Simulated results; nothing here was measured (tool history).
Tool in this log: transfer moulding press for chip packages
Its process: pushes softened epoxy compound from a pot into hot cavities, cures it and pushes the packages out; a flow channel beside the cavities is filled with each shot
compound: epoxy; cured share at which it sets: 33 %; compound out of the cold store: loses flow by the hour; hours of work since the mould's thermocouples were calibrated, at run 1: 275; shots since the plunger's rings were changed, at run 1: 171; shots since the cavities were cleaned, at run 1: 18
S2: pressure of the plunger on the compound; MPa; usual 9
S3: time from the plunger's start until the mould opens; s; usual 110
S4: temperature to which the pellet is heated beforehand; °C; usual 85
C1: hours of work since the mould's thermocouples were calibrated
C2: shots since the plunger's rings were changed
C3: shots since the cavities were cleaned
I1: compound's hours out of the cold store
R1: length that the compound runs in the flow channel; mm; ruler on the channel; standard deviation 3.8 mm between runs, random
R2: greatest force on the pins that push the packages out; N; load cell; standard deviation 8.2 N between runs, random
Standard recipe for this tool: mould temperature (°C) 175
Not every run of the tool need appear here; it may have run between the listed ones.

run 1 day=0 | mould_temperature_(°C)=175 S2=9 S3=110 S4=85 | C1=275 C2=171 C3=18 | I1=31.9 | R1=911 R2=373
run 2 day=0.458 | mould_temperature_(°C)=175 S2=9 S3=110 S4=85 | C1=283 C2=302 C3=149 | I1=33.4 | R1=904 R2=477
run 3 day=0.808 | mould_temperature_(°C)=175 S2=9 S3=110 S4=85 | C1=288 C2=401 C3=248 | I1=22.4 | R1=932 R2=529
run 4 day=1.212 | mould_temperature_(°C)=175 S2=9 S3=110 S4=85 | C1=294 C2=516 C3=363 | I1=36 | R1=899 R2=610
run 5 day=1.446 | mould_temperature_(°C)=175 S2=9 S3=110 S4=85 | C1=298 C2=583 C3=430 | I1=22.2 | R1=933 R2=641
run 6 day=1.792 | mould_temperature_(°C)=175 S2=9 S3=110 S4=85 | C1=303 C2=682 C3=529 | I1=22.4 | R1=932 R2=666
-- day=2.221 cavities cleaned with cleaning compound and waxed
run 7 day=2.342 | mould_temperature_(°C)=175 S2=10.83 S3=110 S4=85 | C1=311 C2=821 C3=35 | I1=30.7 | R1=1003 R2=812
run 8 day=2.858 | mould_temperature_(°C)=175 S2=9.96 S3=110 S4=85 | C1=319 C2=967 C3=181 | I1=23.1 | R1=979 R2=808
-- day=3.071 cavities cleaned with cleaning compound and waxed, once more
run 9 day=3.146 | mould_temperature_(°C)=175 S2=9.96 S3=110 S4=85 | C1=322 C2=1032 C3=21 | I1=34.4 | R1=947 R2=374
run 10 day=3.529 | mould_temperature_(°C)=175 S2=9.96 S3=110 S4=85 | C1=328 C2=1141 C3=130 | I1=37 | R1=931 R2=450
run 11 day=4.004 | mould_temperature_(°C)=175 S2=9.96 S3=110 S4=79 | C1=336 C2=1277 C3=266 | I1=32.3 | R1=952 R2=566
run 12 day=4.254 | mould_temperature_(°C)=175 S2=9.96 S3=110 S4=79 | C1=340 C2=1348 C3=337 | I1=37.1 | R1=935 R2=619
run 13 day=4.612 | mould_temperature_(°C)=175 S2=10.08 S3=110 S4=77 | C1=345 C2=1451 C3=440 | I1=30.6 | R1=961 R2=637
run 14 day=4.979 | mould_temperature_(°C)=175 S2=10.08 S3=110 S4=77 | C1=351 C2=1554 C3=543 | I1=31.3 | R1=955 R2=644
-- day=5.367 cavities cleaned with cleaning compound and waxed
run 15 day=5.433 | mould_temperature_(°C)=175 S2=9 S3=110 S4=83 | C1=357 C2=1666 C3=19 | I1=18.4 | R1=941 R2=378
run 16 day=5.95 | mould_temperature_(°C)=175 S2=9.8 S3=100 S4=90 | C1=365 C2=1814 C3=167 | I1=16 | R1=985 R2=578
run 17 day=6.321 | mould_temperature_(°C)=175 S2=8.09 S3=100 S4=90 | C1=371 C2=1920 C3=273 | I1=33.8 | R1=851 R2=624
run 18 day=6.767 | mould_temperature_(°C)=175 S2=10.55 S3=125 S4=85 | C1=378 C2=2047 C3=400 | I1=15.6 | R1=1030 R2=551
run 19 day=7.258 | mould_temperature_(°C)=170 S2=9 S3=109 S4=82 | C1=386 C2=2188 C3=541 | I1=46.4 | R1=881 R2=878
run 20 day=7.542 | mould_temperature_(°C)=182 S2=9.96 S3=139 S4=84 | C1=390 C2=2269 C3=622 | I1=17.8 | R1=963 R2=596
-- day=7.667 cavities cleaned with cleaning compound and waxed
-- day=7.875 mould's thermocouples calibrated
run 21 day=8.083 | mould_temperature_(°C)=175 S2=10.32 S3=124 S4=85 | C1=3 C2=2381 C3=95 | I1=17.6 | R1=1012 R2=400
run 22 day=8.329 | mould_temperature_(°C)=175 S2=10.32 S3=124 S4=85 | C1=7 C2=2451 C3=165 | I1=20.8 | R1=998 R2=420
run 23 day=8.817 | mould_temperature_(°C)=179 S2=10.32 S3=124 S4=79 | C1=15 C2=2590 C3=304 | I1=37.5 | R1=933 R2=483

Alternative continuations, all from the tool just after run 23; predict every row:
run A day=9.179 | mould_temperature_(°C)=179 S2=10.51 S3=125 S4=79 | C1=20 C2=2693 C3=407 | I1=43.4 | R1=? R2=?
run B day=9.179 | mould_temperature_(°C)=172 S2=8.6 S3=99 S4=85 | C1=20 C2=2693 C3=407 | I1=36.4 | R1=? R2=?
run C day=9.179 | mould_temperature_(°C)=179 S2=10.32 S3=124 S4=93 | C1=20 C2=2693 C3=407 | I1=13.4 | R1=? R2=?

run=A R1=921 R2=517
run=B R1=882 R2=906
run=C R1=1007 R2=530
The same runs, with their run-to-run variation unchanged, on a tool lacking any hidden condition would have given:
run=A R1=936 R2=301
run=B R1=896 R2=514
run=C R1=1024 R2=307
